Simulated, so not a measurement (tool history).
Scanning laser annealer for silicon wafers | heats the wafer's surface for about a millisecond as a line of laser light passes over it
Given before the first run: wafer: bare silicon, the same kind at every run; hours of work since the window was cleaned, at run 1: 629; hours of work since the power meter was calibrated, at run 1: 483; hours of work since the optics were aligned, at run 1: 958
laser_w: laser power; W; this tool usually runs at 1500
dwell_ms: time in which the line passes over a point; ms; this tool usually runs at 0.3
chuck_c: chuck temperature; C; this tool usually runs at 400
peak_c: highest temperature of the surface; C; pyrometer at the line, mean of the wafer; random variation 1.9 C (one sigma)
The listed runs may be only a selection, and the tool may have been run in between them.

| run | hour | laser_w | dwell_ms | chuck_c | hours of work since the window was cleaned | hours of work since the power meter was calibrated | hours of work since the optics were aligned | peak_c |
|---|---|---|---|---|---|---|---|---|
| 1 | 0 | 1500 | 0.3 | 400 | 629 | 483 | 958 | 1139 |
| 2 | 22.2 | 1376 | 0.3 | 400 | 647 | 501 | 975 | 1062 |
| 3 | 50.8 | 1500 | 0.3 | 400 | 669 | 523 | 998 | 1140 |
| 4 | 67.5 | 1500 | 0.3 | 400 | 683 | 537 | 1011 | 1139 |
| 5 | 95.3 | 1622 | 0.3 | 400 | 705 | 559 | 1033 | 1216 |
| 6 | 126.7 | 1622 | 0.3 | 400 | 730 | 583 | 1058 | 1213 |
| 7 | 141.8 | 1500 | 0.306 | 400 | 741 | 595 | 1070 | 1146 |
| 8 | 168.2 | 1500 | 0.306 | 400 | 762 | 616 | 1091 | 1145 |
| 9 | 188.5 | 1500 | 0.3 | 400 | 779 | 632 | 1107 | 1139 |
| 10 | 214.6 | 1500 | 0.3 | 400 | 799 | 653 | 1128 | 1138 |
| 11 | 240.7 | 1500 | 0.3 | 400 | 820 | 674 | 1148 | 1138 |
| 12 | 269.5 | 1500 | 0.3 | 400 | 843 | 697 | 1171 | 1140 |
| 13 | 291.2 | 1347 | 0.3 | 400 | 860 | 714 | 1188 | 1047 |
| 14 | 320.2 | 1347 | 0.3 | 400 | 883 | 737 | 1211 | 1045 |
| 15 | 336.5 | 1577 | 0.3 | 400 | 896 | 750 | 1224 | 1190 |
| 16 | 370.1 | 1577 | 0.3 | 400 | 922 | 776 | 1251 | 1190 |
| 17 | 403.8 | 1577 | 0.3 | 400 | 949 | 803 | 1278 | 1185 |
| 18 | 428 | 1645 | 0.271 | 399 | 968 | 822 | 1297 | 1194 |
|  | 439.2 | window over the wafer cleaned |
| 19 | 445.9 | 1645 | 0.271 | 399 | 5 | 835 | 1310 | 1195 |
| 20 | 459.9 | 1645 | 0.271 | 399 | 16 | 846 | 1321 | 1194 |
| 21 | 476.2 | 1645 | 0.271 | 399 | 29 | 859 | 1333 | 1195 |
| 22 | 501.4 | 1500 | 0.24 | 415 | 49 | 879 | 1353 | 1087 |
| 23 | 525.2 | 1500 | 0.24 | 415 | 68 | 898 | 1372 | 1092 |
| 24 | 552.7 | 1500 | 0.3 | 378 | 90 | 919 | 1394 | 1115 |
| 25 | 579.2 | 1500 | 0.229 | 378 | 111 | 940 | 1415 | 1037 |
| 26 | 607.3 | 1424 | 0.229 | 378 | 133 | 963 | 1437 | 997 |
| 27 | 634.7 | 1500 | 0.335 | 417 | 155 | 984 | 1459 | 1193 |
| 28 | 660.9 | 1500 | 0.335 | 417 | 176 | 1005 | 1480 | 1192 |
| 29 | 679 | 1500 | 0.353 | 379 | 190 | 1019 | 1494 | 1169 |
| 30 | 706.7 | 1500 | 0.267 | 418 | 212 | 1041 | 1516 | 1124 |
| 31 | 733.8 | 1500 | 0.318 | 381 | 233 | 1063 | 1538 | 1139 |
| 32 | 754.1 | 1500 | 0.318 | 381 | 249 | 1079 | 1554 | 1143 |
| 33 | 783.3 | 1393 | 0.251 | 381 | 273 | 1102 | 1577 | 1006 |

Predict each of these 5 candidate next runs independently; none follows another, all start after run 33:
| A | 799.5 | 1304 | 0.225 | 400 | 285 | 1115 | 1590 | ? |
| B | 799.5 | 1315 | 0.3 | 423 | 285 | 1115 | 1590 | ? |
| C | 799.5 | 1431 | 0.259 | 381 | 285 | 1115 | 1590 | ? |
| D | 799.5 | 1549 | 0.251 | 381 | 285 | 1115 | 1590 | ? |
| E | 799.5 | 1287 | 0.343 | 400 | 285 | 1115 | 1590 | ? |

| run | peak_c |
|---|---|
| A | 950 |
| B | 1051 |
| C | 1032 |
| D | 1094 |
| E | 1046 |
Take away the tool's hidden state, keep each run's random variation, and the runs would have read:
| run | peak_c |
|---|---|
| A | 950 |
| B | 1052 |
| C | 1033 |
| D | 1095 |
| E | 1047 |
